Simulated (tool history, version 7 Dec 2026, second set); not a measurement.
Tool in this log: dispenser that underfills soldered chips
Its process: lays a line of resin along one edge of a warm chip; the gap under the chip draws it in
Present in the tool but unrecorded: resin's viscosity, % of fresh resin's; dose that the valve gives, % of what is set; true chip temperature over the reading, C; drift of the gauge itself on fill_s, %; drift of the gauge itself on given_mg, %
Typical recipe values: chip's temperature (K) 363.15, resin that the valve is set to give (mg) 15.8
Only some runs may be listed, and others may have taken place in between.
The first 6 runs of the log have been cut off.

run    day  chip's temperature (K)  resin that the valve is set to give (mg)  hours of work since the syringe was changed  hours of work since the valve was cleaned  hours of work since the stage was calibrated  time until the resin shows at the far edge (s)  resin that the valve gave (mg)
  7  0.979                  363.15                                      16.4                                            3                                         81                                           110                                            25.3                            15.6
  8  1.092                  367.15                                      15.8                                            5                                         83                                           112                                            23.5                           15.16
  9  1.275                  367.15                                      15.8                                            9                                         86                                           116                                            29.4                           15.06
     1.446  -- new syringe of resin
 10  1.529                  367.15                                      15.8                                            2                                         91                                           120                                            19.1                           15.04
     1.625  -- dispensing valve cleaned and set on the balance
 11  1.804                  367.15                                      15.8                                            6                                          3                                           125                                            25.2                           15.78
 12  2.038                  367.15                                      15.8                                           10                                          8                                           129                                            32.3                           15.83
     2.108  -- new syringe of resin
 13  2.292                  367.15                                      15.8                                            3                                         12                                           134                                            21.8                           15.65
 14  2.471                  358.15                                      15.8                                            7                                         16                                           137                                            37.8                            15.7
 15   2.65                  363.15                                      15.8                                           10                                         19                                           140                                            38.4                           15.64
     2.742  -- new syringe of resin
 16  2.771                  363.15                                      15.8                                            1                                         21                                           143                                            21.3                           15.68
 17  2.979                  363.15                                      15.8                                            5                                         25                                           147                                            27.2                           15.66
 18  3.179                  363.15                                      15.8                                            8                                         29                                           150                                            34.6                           15.51
 19    3.3                  368.15                                      16.3                                           11                                         31                                           153                                            31.5                              16
     3.362  -- new syringe of resin
 20  3.554                  368.15                                      16.3                                            4                                         36                                           157                                            20.2                           16.09
 21  3.771                  361.15                                      17.9                                            8                                         40                                           161                                            33.8                           17.64
 22    3.9                  363.15                                      17.5                                           10                                         43                                           164                                            36.7                           17.13
     3.983  -- new syringe of resin
 23  4.075                  363.15                                      17.5                                            2                                         46                                           167                                            22.8                           17.13
 24  4.258                  371.15                                      17.5                                            5                                         49                                           170                                            20.3                           17.09
 25  4.492                  354.15                                      17.6                                           10                                         54                                           175                                            52.8                           17.03
     4.608  -- new syringe of resin
 26   4.65                  357.15                                      17.4                                            1                                         56                                           178                                            27.3                           16.94
 27  4.883                  350.15                                      16.6                                            5                                         61                                           182                                            48.4                           16.07
 28  5.029                  355.15                                      15.3                                            8                                         64                                           185                                            45.2                           14.87
     5.225  -- new syringe of resin
 29  5.254                  359.15                                      16.1                                            1                                         68                                           189                                            24.5                           15.53
 30  5.475                  366.15                                      16.9                                            5                                         72                                           193                                            23.7                           16.24
 31  5.583                  366.15                                      13.6                                            7                                         74                                           195                                            27.9                           13.02

Alternative continuations, all from the tool just after run 31; predict every row:
     5.842  -- new syringe of resin
  A  5.842                  363.15                                      13.5                                            0                                         79                                           200                                               ?                               ?
     5.842  -- new syringe of resin
  B  5.842                  356.15                                      13.6                                            0                                         79                                           200                                               ?                               ?
     5.842  -- new syringe of resin
  C  5.842                  373.15                                      15.3                                            0                                         79                                           200                                               ?                               ?
     5.842  -- new syringe of resin
  D  5.842                  361.15                                      13.6                                            0                                         79                                           200                                               ?                               ?

run  time until the resin shows at the far edge (s)  resin that the valve gave (mg)
  A                                            20.7                           12.92
  B                                            28.7                           12.94
  C                                            13.7                           14.71
  D                                              23                           13.08
With no hidden state in the tool, these same runs would have given:
run  time until the resin shows at the far edge (s)  resin that the valve gave (mg)
  A                                            21.4                           13.48
  B                                            29.7                           13.51
  C                                            14.2                           15.35
  D                                            23.8                           13.65
